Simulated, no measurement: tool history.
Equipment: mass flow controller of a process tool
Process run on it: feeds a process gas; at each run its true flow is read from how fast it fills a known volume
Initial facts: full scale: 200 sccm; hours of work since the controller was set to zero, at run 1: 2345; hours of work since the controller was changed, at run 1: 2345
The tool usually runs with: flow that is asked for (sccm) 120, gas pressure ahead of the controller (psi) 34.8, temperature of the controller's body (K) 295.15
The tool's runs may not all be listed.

| run | day | flow that is asked for (sccm) | gas pressure ahead of the controller (psi) | temperature of the controller's body (K) | hours of work since the controller was set to zero | hours of work since the controller was changed | true flow (%) |
|---|---|---|---|---|---|---|---|
| 1 | 0.000 | 120 | 34.8 | 295.15 | 2345 | 2345 | 98.29 |
| 2 | 2.950 | 120 | 34.8 | 295.15 | 2380 | 2380 | 98.44 |
| 3 | 7.383 | 120 | 34.8 | 295.15 | 2432 | 2432 | 98.35 |
| 4 | 12.479 | 120 | 34.8 | 295.15 | 2492 | 2492 | 98.27 |
| 5 | 15.996 | 120 | 34.8 | 295.15 | 2533 | 2533 | 98.30 |
| 6 | 21.262 | 91 | 34.8 | 295.15 | 2595 | 2595 | 97.88 |
| 7 | 24.312 | 120 | 34.8 | 295.15 | 2631 | 2631 | 98.09 |
| 8 | 29.479 | 120 | 34.8 | 295.15 | 2692 | 2692 | 98.12 |
| 9 | 32.812 | 120 | 34.8 | 295.15 | 2731 | 2731 | 98.20 |
| 10 | 36.100 | 120 | 34.8 | 295.15 | 2770 | 2770 | 98.20 |
| 11 | 39.521 | 120 | 34.8 | 295.15 | 2810 | 2810 | 98.11 |
| 12 | 44.458 | 120 | 34.8 | 295.15 | 2868 | 2868 | 98.14 |
| 13 | 50.083 | 120 | 34.8 | 295.15 | 2935 | 2935 | 98.07 |
| 14 | 53.279 | 31 | 28.3 | 295.15 | 2972 | 2972 | 96.84 |
| 15 | 55.979 | 31 | 28.3 | 295.15 | 3004 | 3004 | 96.73 |
| 16 | 60.888 | 82 | 28.3 | 312.15 | 3062 | 3062 | 99.01 |
| 17 | 63.262 | 82 | 28.3 | 312.15 | 3090 | 3090 | 98.95 |
| 18 | 66.571 | 82 | 28.3 | 312.15 | 3129 | 3129 | 99.15 |
| 19 | 69.404 | 82 | 28.3 | 312.15 | 3162 | 3162 | 99.07 |
| 20 | 72.225 | 31 | 28.3 | 312.15 | 3195 | 3195 | 97.77 |
| 21 | 77.246 | 22 | 29.0 | 305.15 | 3254 | 3254 | 96.58 |
| 22 | 82.808 | 22 | 29.0 | 306.15 | 3320 | 3320 | 96.67 |
| 23 | 87.892 | 68 | 34.8 | 310.15 | 3379 | 3379 | 98.32 |
| 24 | 92.458 | 68 | 22.6 | 306.15 | 3433 | 3433 | 98.53 |
| 25 | 96.092 | 68 | 22.6 | 296.15 | 3476 | 3476 | 97.87 |
| 26 | 99.933 | 68 | 22.6 | 296.15 | 3521 | 3521 | 97.94 |

Predict each of these 5 candidate next runs independently; none follows another, all start after run 26:
| A | 102.429 | 169 | 22.6 | 296.15 | 3551 | 3551 | ? |
| B | 102.429 | 80 | 22.6 | 296.15 | 3551 | 3551 | ? |
| C | 102.429 | 42 | 28.0 | 295.15 | 3551 | 3551 | ? |
| D | 102.429 | 85 | 32.2 | 299.15 | 3551 | 3551 | ? |
| E | 102.429 | 29 | 21.5 | 309.15 | 3551 | 3551 | ? |

| run | true flow (%) |
|---|---|
| A | 99.19 |
| B | 98.14 |
| C | 97.06 |
| D | 97.92 |
| E | 97.67 |
With the hidden condition removed and each run's random variation left untouched, the same runs would have given:
| run | true flow (%) |
|---|---|
| A | 100.03 |
| B | 99.30 |
| C | 98.77 |
| D | 99.05 |
| E | 99.90 |

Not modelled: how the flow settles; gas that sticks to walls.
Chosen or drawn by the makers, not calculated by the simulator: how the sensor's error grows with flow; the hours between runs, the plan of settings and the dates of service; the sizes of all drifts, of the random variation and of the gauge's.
